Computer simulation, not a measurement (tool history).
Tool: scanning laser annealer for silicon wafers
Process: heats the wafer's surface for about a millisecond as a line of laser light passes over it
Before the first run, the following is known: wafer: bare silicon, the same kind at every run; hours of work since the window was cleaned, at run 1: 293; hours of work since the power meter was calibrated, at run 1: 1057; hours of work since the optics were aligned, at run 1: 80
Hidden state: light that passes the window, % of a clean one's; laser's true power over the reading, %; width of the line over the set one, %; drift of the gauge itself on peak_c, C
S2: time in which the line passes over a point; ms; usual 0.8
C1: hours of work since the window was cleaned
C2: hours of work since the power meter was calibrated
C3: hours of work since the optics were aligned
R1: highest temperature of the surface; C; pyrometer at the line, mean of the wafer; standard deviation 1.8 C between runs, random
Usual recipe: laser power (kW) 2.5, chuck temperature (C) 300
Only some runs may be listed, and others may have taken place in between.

Run 1, hour 0: usual settings; C1 293; C2 1057; C3 80. Result: R1 990 C.
Run 2, hour 58.1: usual settings; C1 324; C2 1088; C3 111. Result: R1 990 C.
Run 3, hour 98.7: usual settings; C1 346; C2 1109; C3 132. Result: R1 986 C.
Run 4, hour 138.2: usual settings but chuck temperature (C) 319; C1 367; C2 1130; C3 153. Result: R1 1004 C.
Run 5, hour 201.1: usual settings; C1 400; C2 1164; C3 187. Result: R1 983 C.
At hour 225.3: window over the wafer cleaned.
Run 6, hour 248.1: usual settings; C1 12; C2 1188; C3 211. Result: R1 1019 C.
Run 7, hour 290.3: usual settings; C1 35; C2 1210; C3 233. Result: R1 1014 C.
Run 8, hour 355.2: usual settings; C1 69; C2 1245; C3 268. Result: R1 1013 C.
Run 9, hour 423.3: usual settings; C1 105; C2 1281; C3 304. Result: R1 1007 C.
Run 10, hour 495.8: usual settings but chuck temperature (C) 298; C1 144; C2 1320; C3 343. Result: R1 1004 C.
Run 11, hour 559.8: usual settings but chuck temperature (C) 298; C1 178; C2 1354; C3 377. Result: R1 999 C.
Run 12, hour 609.6: usual settings but chuck temperature (C) 298; C1 205; C2 1380; C3 403. Result: R1 999 C.
Run 13, hour 655.1: usual settings but chuck temperature (C) 298; C1 229; C2 1405; C3 428. Result: R1 993 C.
Run 14, hour 697.5: usual settings but laser power (kW) 2.419; C1 252; C2 1427; C3 450. Result: R1 968 C.
Run 15, hour 729: usual settings but laser power (kW) 2.419; C1 268; C2 1444; C3 467. Result: R1 962 C.
Run 16, hour 776.5: usual settings but laser power (kW) 2.419; C1 294; C2 1469; C3 492. Result: R1 965 C.
Run 17, hour 821.2: usual settings but laser power (kW) 2.419; C1 317; C2 1493; C3 516. Result: R1 963 C.
Run 18, hour 859.6: usual settings; C1 338; C2 1514; C3 537. Result: R1 982 C.
Run 19, hour 930.3: usual settings but chuck temperature (C) 321; C1 376; C2 1551; C3 574. Result: R1 1001 C.
Run 20, hour 965: usual settings; C1 394; C2 1570; C3 593. Result: R1 979 C.
At hour 1001.2: window over the wafer cleaned.
Run 21, hour 1034.9: usual settings; C1 18; C2 1606; C3 629. Result: R1 1016 C.
Run 22, hour 1098.8: usual settings; C1 52; C2 1640; C3 663. Result: R1 1010 C.
Run 23, hour 1146.4: usual settings but laser power (kW) 2.382, S2 0.567 ms, chuck temperature (C) 296; C1 77; C2 1665; C3 688. Result: R1 855 C.
Run 24, hour 1179.8: usual settings but laser power (kW) 2.471, S2 0.887 ms, chuck temperature (C) 265; C1 95; C2 1683; C3 706. Result: R1 998 C.
Run 25, hour 1248.9: usual settings but laser power (kW) 2.681, S2 0.77 ms, chuck temperature (C) 297; C1 132; C2 1720; C3 743. Result: R1 1046 C.
Run 26, hour 1292.9: usual settings but laser power (kW) 2.419, S2 0.77 ms, chuck temperature (C) 335; C1 155; C2 1743; C3 766. Result: R1 996 C.
Run 27, hour 1364.8: usual settings but laser power (kW) 2.419, S2 0.77 ms, chuck temperature (C) 335; C1 194; C2 1782; C3 805. Result: R1 992 C.
Run 28, hour 1413.9: usual settings but laser power (kW) 2.587, S2 0.77 ms, chuck temperature (C) 335; C1 220; C2 1808; C3 831. Result: R1 1043 C.
Run 29, hour 1475.1: usual settings but laser power (kW) 2.587, S2 0.77 ms, chuck temperature (C) 335; C1 252; C2 1840; C3 863. Result: R1 1043 C.
Run 30, hour 1530.1: usual settings but laser power (kW) 2.587, S2 0.77 ms, chuck temperature (C) 335; C1 282; C2 1870; C3 893. Result: R1 1034 C.
Run 31, hour 1600.6: usual settings but laser power (kW) 2.582, S2 0.806 ms, chuck temperature (C) 301; C1 319; C2 1907; C3 930. Result: R1 1012 C.
Run 32, hour 1637.4: usual settings but laser power (kW) 2.582, S2 0.956 ms, chuck temperature (C) 265; C1 339; C2 1927; C3 950. Result: R1 1044 C.
Run 33, hour 1689.2: usual settings but laser power (kW) 2.17, S2 0.572 ms; C1 366; C2 1954; C3 977. Result: R1 786 C.
Run 34, hour 1720.1: usual settings but laser power (kW) 2.17, S2 0.572 ms; C1 383; C2 1971; C3 994. Result: R1 783 C.
Run 35, hour 1763.1: usual settings but chuck temperature (C) 284; C1 406; C2 1994; C3 1017. Result: R1 964 C.
At hour 1780.3: window over the wafer cleaned.
Run 36, hour 1804.9: usual settings but chuck temperature (C) 284; C1 13; C2 2015; C3 1038. Result: R1 994 C.
Run 37, hour 1852.1: usual settings but chuck temperature (C) 284; C1 38; C2 2040; C3 1063. Result: R1 997 C.
Run 38, hour 1908.3: usual settings but laser power (kW) 2.7, chuck temperature (C) 333; C1 68; C2 2070; C3 1093. Result: R1 1105 C.
Run 39, hour 1973.7: usual settings but laser power (kW) 2.193, S2 0.675 ms, chuck temperature (C) 290; C1 103; C2 2105; C3 1128. Result: R1 846 C.
Run 40, hour 2045.6: usual settings but laser power (kW) 2.289, S2 0.586 ms, chuck temperature (C) 295; C1 141; C2 2143; C3 1166. Result: R1 831 C.
Run 41, hour 2091.9: usual settings but laser power (kW) 2.327, S2 0.927 ms, chuck temperature (C) 319; C1 166; C2 2168; C3 1191. Result: R1 1011 C.

Same runs, no hidden state in the tool, same run-to-run variation:
run    R1
  1  1016
  2  1019
  3  1017
  4  1037
  5  1020
  6  1020
  7  1017
  8  1020
  9  1018
 10  1018
 11  1017
 12  1019
 13  1017
 14   993
 15   988
 16   994
 17   994
 18  1016
 19  1039
 20  1020
 21  1020
 22  1018
 23   863
 24  1011
 25  1062
 26  1012
 27  1012
 28  1068
 29  1071
 30  1064
 31  1048
 32  1085
 33   814
 34   812
 35  1006
 36  1000
 37  1005
 38  1116
 39   858
 40   845
 41  1032
